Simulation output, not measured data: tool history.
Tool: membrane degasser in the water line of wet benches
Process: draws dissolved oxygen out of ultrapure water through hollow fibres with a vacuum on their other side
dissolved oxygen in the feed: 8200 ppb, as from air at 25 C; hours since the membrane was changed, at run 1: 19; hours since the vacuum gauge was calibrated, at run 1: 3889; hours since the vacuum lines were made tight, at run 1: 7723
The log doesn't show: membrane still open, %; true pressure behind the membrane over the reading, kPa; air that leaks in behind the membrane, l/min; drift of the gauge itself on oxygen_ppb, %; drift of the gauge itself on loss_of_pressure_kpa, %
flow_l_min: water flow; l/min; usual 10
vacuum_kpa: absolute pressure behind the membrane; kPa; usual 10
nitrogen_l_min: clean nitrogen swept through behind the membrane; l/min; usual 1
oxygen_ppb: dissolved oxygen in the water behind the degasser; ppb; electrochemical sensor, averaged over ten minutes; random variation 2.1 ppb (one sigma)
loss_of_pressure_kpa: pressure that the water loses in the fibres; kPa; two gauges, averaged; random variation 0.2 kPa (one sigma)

run    hour  flow_l_min  vacuum_kpa  nitrogen_l_min  hours since the membrane was changed  hours since the vacuum gauge was calibrated  hours since the vacuum lines were made tight  oxygen_ppb  loss_of_pressure_kpa
  1       0          10          10               1                                    19                                         3889                                          7723       208.3                 46.33
  2    79.1          10          10               1                                    98                                         3968                                          7802       204.1                 46.42
  3   159.3          10          10            0.68                                   179                                         4048                                          7882       270.1                 46.25
  4   256.7          10          10            0.68                                   276                                         4145                                          7980       267.8                 45.95
  5   356.9          10          10            0.68                                   376                                         4246                                          8080       273.3                 46.29
  6   456.2          10          10            0.68                                   476                                         4345                                          8179       267.9                 46.02
  7     505          13          10               1                                   524                                         4394                                          8228       279.5                 60.05
  8   565.7          10          10               1                                   585                                         4455                                          8289       209.2                 45.78
  9   656.4           8          10               1                                   676                                         4545                                          8379       164.4                 36.86
 10   755.3           7          10               1                                   775                                         4644                                          8478       137.1                  32.1
 11   826.5           7          10               1                                   846                                         4715                                          8550       139.2                 32.09
 12   888.2           7          10               1                                   907                                         4777                                          8611       137.9                 32.13
 13   954.4           7          10               1                                   974                                         4843                                          8677       136.8                 31.65
 14  1006.3           7          10               1                                  1026                                         4895                                          8729       139.1                 31.84
 15  1069.4           6          10               1                                  1089                                         4958                                          8792       117.6                 27.27
 16  1163.5           6          10               1                                  1183                                         5052                                          8887       120.1                 27.02
       1262  -- gauge calibrated
 17  1262.4          11         6.7            2.75                                  1282                                         5151                                          8985        91.6                  51.4
 18  1314.7          12        24.8            0.46                                  1334                                         5204                                          9038      1144.8                 55.62
 19  1364.2          12        24.8            0.46                                  1383                                         5253                                          9087      1131.3                 55.55
 20  1466.5           9        24.8            0.46                                  1486                                         5355                                          9190       885.9                 41.29
 21    1536           9        24.8            0.46                                  1555                                         5425                                          9259       893.1                 41.56
 22  1591.3          13         7.9            1.51                                  1611                                         5480                                          9314         171                  59.6
 23  1678.7          10        21.8               1                                  1698                                         5567                                          9402       468.6                 46.13
 24  1778.2          10        21.8               1                                  1797                                         5667                                          9501       462.2                 45.73
 25  1844.3           8         8.8            2.61                                  1864                                         5733                                          9567        77.6                  36.9
 26  1944.4          10        13.5               1                                  1964                                         5833                                          9667       288.8                 45.88
 27  1995.9          10        13.5               1                                  2015                                         5885                                          9719       283.9                 45.29
 28  2068.4          13        21.7            2.37                                  2088                                         5957                                          9791       312.7                  59.2
 29  2147.3          13        14.6            1.63                                  2167                                         6036                                          9870       290.7                 59.49
 30  2196.2          13        14.6            1.63                                  2215                                         6085                                          9919       285.6                    59
 31  2282.3          13        22.4            1.79                                  2302                                         6171                                         10005       397.1                 59.47
 32    2360          13        22.4            2.14                                  2379                                         6249                                         10083       346.2                 59.08

Forecast each of these 4 alternatives for the next run:
  A  2425.3          10        17.1            1.41                                  2445                                         6314                                         10148           ?                     ?
  B  2425.3          13        13.2            0.62                                  2445                                         6314                                         10148           ?                     ?
  C  2425.3           7        22.4            2.14                                  2445                                         6314                                         10148           ?                     ?
  D  2425.3           8         6.5            1.52                                  2445                                         6314                                         10148           ?                     ?

run  oxygen_ppb  loss_of_pressure_kpa
  A       277.5                 45.59
  B       511.1                 59.06
  C       178.7                 31.35
  D        75.1                 36.35
Without the tool's hidden state the same runs would have given:
run  oxygen_ppb  loss_of_pressure_kpa
  A       277.2                 46.65
  B       510.9                 60.44
  C       178.4                 32.09
  D          75                  37.2
